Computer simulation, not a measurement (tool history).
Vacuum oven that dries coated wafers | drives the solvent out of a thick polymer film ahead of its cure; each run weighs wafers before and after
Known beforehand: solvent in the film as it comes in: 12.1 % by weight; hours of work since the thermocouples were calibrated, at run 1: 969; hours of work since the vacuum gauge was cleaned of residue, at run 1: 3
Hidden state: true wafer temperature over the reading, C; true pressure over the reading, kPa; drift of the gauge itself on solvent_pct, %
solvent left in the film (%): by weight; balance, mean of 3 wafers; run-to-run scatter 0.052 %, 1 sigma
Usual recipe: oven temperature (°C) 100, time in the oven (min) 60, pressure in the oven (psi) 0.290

| run | hour | oven temperature (°C) | time in the oven (min) | pressure in the oven (psi) | hours of work since the thermocouples were calibrated | hours of work since the vacuum gauge was cleaned of residue | solvent left in the film (%) |
|---|---|---|---|---|---|---|---|
| 1 | 0.0 | 100 | 60 | 0.290 | 969 | 3 | 4.24 |
| 2 | 8.5 | 100 | 60 | 0.290 | 975 | 9 | 4.31 |
| 3 | 26.3 | 100 | 60 | 0.290 | 987 | 21 | 4.31 |
| 4 | 44.7 | 100 | 60 | 0.290 | 1000 | 34 | 4.29 |
| 5 | 59.0 | 100 | 60 | 0.290 | 1010 | 44 | 4.22 |
| 6 | 71.0 | 100 | 60 | 0.290 | 1018 | 52 | 4.34 |
| 7 | 80.9 | 100 | 60 | 0.290 | 1025 | 59 | 4.27 |
| 8 | 98.9 | 97 | 60 | 0.434 | 1037 | 71 | 6.47 |
| 9 | 114.3 | 97 | 60 | 0.434 | 1048 | 81 | 6.63 |
|  | 117.5 | vacuum gauge cleaned of residue and calibrated |
| 10 | 130.5 | 97 | 47 | 0.202 | 1058 | 9 | 4.74 |
| 11 | 138.7 | 100 | 73 | 0.290 | 1063 | 15 | 3.96 |
| 12 | 155.2 | 111 | 73 | 0.447 | 1075 | 26 | 3.43 |
| 13 | 164.4 | 111 | 73 | 0.447 | 1081 | 32 | 3.44 |
|  | 170.4 | vacuum gauge cleaned of residue and calibrated, once more |
| 14 | 184.6 | 99 | 31 | 0.351 | 1094 | 10 | 6.64 |

Per-run results on a tool with no hidden state, each run keeping its own random variation:
| run | solvent left in the film (%) |
|---|---|
| 1 | 4.01 |
| 2 | 4.08 |
| 3 | 4.07 |
| 4 | 4.05 |
| 5 | 3.97 |
| 6 | 4.08 |
| 7 | 4.01 |
| 8 | 6.15 |
| 9 | 6.29 |
| 10 | 4.43 |
| 11 | 3.70 |
| 12 | 3.26 |
| 13 | 3.27 |
| 14 | 6.34 |

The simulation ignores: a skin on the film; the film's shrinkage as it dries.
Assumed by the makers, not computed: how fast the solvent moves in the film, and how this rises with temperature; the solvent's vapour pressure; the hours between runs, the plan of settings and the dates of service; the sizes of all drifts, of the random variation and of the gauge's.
